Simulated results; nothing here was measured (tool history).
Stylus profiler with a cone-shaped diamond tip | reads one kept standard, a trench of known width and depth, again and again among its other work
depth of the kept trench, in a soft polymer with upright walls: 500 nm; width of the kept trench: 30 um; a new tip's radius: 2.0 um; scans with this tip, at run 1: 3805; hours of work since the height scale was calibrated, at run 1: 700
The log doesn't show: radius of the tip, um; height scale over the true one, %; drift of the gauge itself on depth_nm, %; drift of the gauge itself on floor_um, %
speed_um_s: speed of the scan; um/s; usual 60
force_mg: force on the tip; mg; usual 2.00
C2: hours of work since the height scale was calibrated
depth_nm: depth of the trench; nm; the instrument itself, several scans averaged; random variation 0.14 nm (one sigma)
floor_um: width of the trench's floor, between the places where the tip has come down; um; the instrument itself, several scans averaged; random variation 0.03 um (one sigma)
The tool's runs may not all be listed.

{"run": 1, "hour": 0.0, "speed_um_s": 60, "force_mg": 2.0, "scans with this tip": 3805, "C2": 700, "depth_nm": 507.11, "floor_um": 26.79}
{"run": 2, "hour": 65.7, "speed_um_s": 60, "force_mg": 2.0, "scans with this tip": 4011, "C2": 738, "depth_nm": 507.4, "floor_um": 26.78}
{"run": 3, "hour": 113.3, "speed_um_s": 60, "force_mg": 2.0, "scans with this tip": 4160, "C2": 766, "depth_nm": 507.28, "floor_um": 26.78}
{"run": 4, "hour": 162.4, "speed_um_s": 60, "force_mg": 2.0, "scans with this tip": 4315, "C2": 794, "depth_nm": 507.35, "floor_um": 26.8}
{"run": 5, "hour": 227.0, "speed_um_s": 60, "force_mg": 2.0, "scans with this tip": 4517, "C2": 831, "depth_nm": 507.52, "floor_um": 26.73}
{"run": 6, "hour": 294.2, "speed_um_s": 60, "force_mg": 2.0, "scans with this tip": 4728, "C2": 870, "depth_nm": 507.69, "floor_um": 26.7}
{"run": 7, "hour": 337.2, "speed_um_s": 69, "force_mg": 2.0, "scans with this tip": 4863, "C2": 895, "depth_nm": 507.6, "floor_um": 26.64}
{"run": 8, "hour": 373.3, "speed_um_s": 69, "force_mg": 1.73, "scans with this tip": 4976, "C2": 916, "depth_nm": 507.21, "floor_um": 26.65}
{"run": 9, "hour": 425.9, "speed_um_s": 116, "force_mg": 2.0, "scans with this tip": 5141, "C2": 946, "depth_nm": 507.79, "floor_um": 26.49}
{"run": 10, "hour": 477.6, "speed_um_s": 116, "force_mg": 2.0, "scans with this tip": 5303, "C2": 976, "depth_nm": 507.96, "floor_um": 26.44}
{"run": 11, "hour": 544.1, "speed_um_s": 116, "force_mg": 2.0, "scans with this tip": 5512, "C2": 1014, "depth_nm": 507.71, "floor_um": 26.49}
{"hour": 549.2, "done": "height scale calibrated on a step standard"}
{"run": 12, "hour": 616.4, "speed_um_s": 116, "force_mg": 2.0, "scans with this tip": 5737, "C2": 39, "depth_nm": 509.15, "floor_um": 26.41}
{"run": 13, "hour": 679.0, "speed_um_s": 17, "force_mg": 1.46, "scans with this tip": 5933, "C2": 75, "depth_nm": 508.01, "floor_um": 26.82}
{"run": 14, "hour": 736.7, "speed_um_s": 17, "force_mg": 1.46, "scans with this tip": 6115, "C2": 108, "depth_nm": 508.12, "floor_um": 26.77}
{"hour": 753.8, "done": "height scale calibrated on a step standard, once more"}
{"run": 15, "hour": 791.1, "speed_um_s": 60, "force_mg": 3.18, "scans with this tip": 6284, "C2": 22, "depth_nm": 507.55, "floor_um": 26.65}
{"run": 16, "hour": 847.2, "speed_um_s": 60, "force_mg": 2.4, "scans with this tip": 6460, "C2": 54, "depth_nm": 506.46, "floor_um": 26.6}
{"run": 17, "hour": 894.6, "speed_um_s": 42, "force_mg": 4.24, "scans with this tip": 6608, "C2": 81, "depth_nm": 509.61, "floor_um": 26.71}
{"run": 18, "hour": 934.4, "speed_um_s": 97, "force_mg": 3.76, "scans with this tip": 6733, "C2": 104, "depth_nm": 508.65, "floor_um": 26.48}
{"run": 19, "hour": 982.6, "speed_um_s": 97, "force_mg": 3.76, "scans with this tip": 6884, "C2": 132, "depth_nm": 509.08, "floor_um": 26.51}
{"run": 20, "hour": 1016.5, "speed_um_s": 30, "force_mg": 2.0, "scans with this tip": 6991, "C2": 152, "depth_nm": 506.17, "floor_um": 26.61}
{"run": 21, "hour": 1052.1, "speed_um_s": 93, "force_mg": 0.73, "scans with this tip": 7103, "C2": 172, "depth_nm": 503.26, "floor_um": 26.16}
{"run": 22, "hour": 1100.5, "speed_um_s": 24, "force_mg": 1.7, "scans with this tip": 7254, "C2": 200, "depth_nm": 505.48, "floor_um": 26.69}
{"run": 23, "hour": 1176.4, "speed_um_s": 214, "force_mg": 0.83, "scans with this tip": 7492, "C2": 244, "depth_nm": 503.63, "floor_um": 25.42}
{"run": 24, "hour": 1225.8, "speed_um_s": 217, "force_mg": 3.61, "scans with this tip": 7647, "C2": 272, "depth_nm": 509.33, "floor_um": 26.06}

5 ways to go on from here, each from the tool as it stands after run 24. What would each give?
{"run": "A", "hour": 1275.8, "speed_um_s": 57, "force_mg": 1.89, "scans with this tip": 7804, "C2": 301, "depth_nm": "?", "floor_um": "?"}
{"run": "B", "hour": 1275.8, "speed_um_s": 23, "force_mg": 1.24, "scans with this tip": 7804, "C2": 301, "depth_nm": "?", "floor_um": "?"}
{"run": "C", "hour": 1275.8, "speed_um_s": 74, "force_mg": 1.03, "scans with this tip": 7804, "C2": 301, "depth_nm": "?", "floor_um": "?"}
{"run": "D", "hour": 1275.8, "speed_um_s": 90, "force_mg": 1.51, "scans with this tip": 7804, "C2": 301, "depth_nm": "?", "floor_um": "?"}
{"run": "E", "hour": 1275.8, "speed_um_s": 22, "force_mg": 1.01, "scans with this tip": 7804, "C2": 301, "depth_nm": "?", "floor_um": "?"}

run=A depth_nm=506.12 floor_um=26.45
run=B depth_nm=504.49 floor_um=26.53
run=C depth_nm=504.36 floor_um=26.26
run=D depth_nm=505.45 floor_um=26.29
run=E depth_nm=504.04 floor_um=26.55
Without the tool's hidden state the same runs would have given:
run=A depth_nm=505.47 floor_um=27.12
run=B depth_nm=503.85 floor_um=27.20
run=C depth_nm=503.72 floor_um=26.93
run=D depth_nm=504.80 floor_um=26.96
run=E depth_nm=503.40 floor_um=27.22
